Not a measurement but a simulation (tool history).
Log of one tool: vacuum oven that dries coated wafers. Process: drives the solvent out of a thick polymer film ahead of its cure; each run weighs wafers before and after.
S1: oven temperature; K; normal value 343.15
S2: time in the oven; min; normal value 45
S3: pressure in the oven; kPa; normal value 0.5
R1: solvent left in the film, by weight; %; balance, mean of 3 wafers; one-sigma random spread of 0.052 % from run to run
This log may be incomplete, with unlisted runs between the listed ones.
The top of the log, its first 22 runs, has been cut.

run,hour,S1,S2,S3,R1
23,1292.4,328.15,62,1.179,5.16
24,1332.9,328.15,62,1.179,5.03
25,1397.4,345.15,69,0.549,0.49
26,1456.3,345.15,69,0.549,0.56
27,1531.6,345.15,69,0.549,0.54
28,1581.1,333.15,69,0.385,2.16
29,1627.3,339.15,60,0.255,1.26
30,1699.5,334.15,60,0.255,2.33
31,1737.5,329.15,23,1.261,11.01
32,1779.8,349.15,62,0.274,0.3
33,1856,343.15,39,0.464,2.07
34,1906.1,343.15,52,0.718,1.26
35,1972.9,343.15,52,0.718,1.28
36,2036.2,343.15,52,0.718,1.27
37,2068.4,343.15,52,0.718,1.28
38,2142.3,343.15,52,0.718,1.33
39,2204,337.15,45,1.574,3.96
40,2249.2,340.15,45,0.5,2.34
41,2319.5,340.15,29,0.5,4.39

5 options for the next run, each taken on its own from the tool as it stands now. Forecast them:
A,2387.6,343.15,45,1.945,?
B,2387.6,343.15,41,1.746,?
C,2387.6,343.15,32,0.349,?
D,2387.6,340.15,24,0.469,?
E,2387.6,343.15,74,0.869,?

run,R1
A,2.58
B,2.85
C,2.97
D,5.75
E,0.87
Take away the tool's hidden state, keep each run's random variation, and the runs would have read:
run,R1
A,2.55
B,2.82
C,2.94
D,5.71
E,0.85
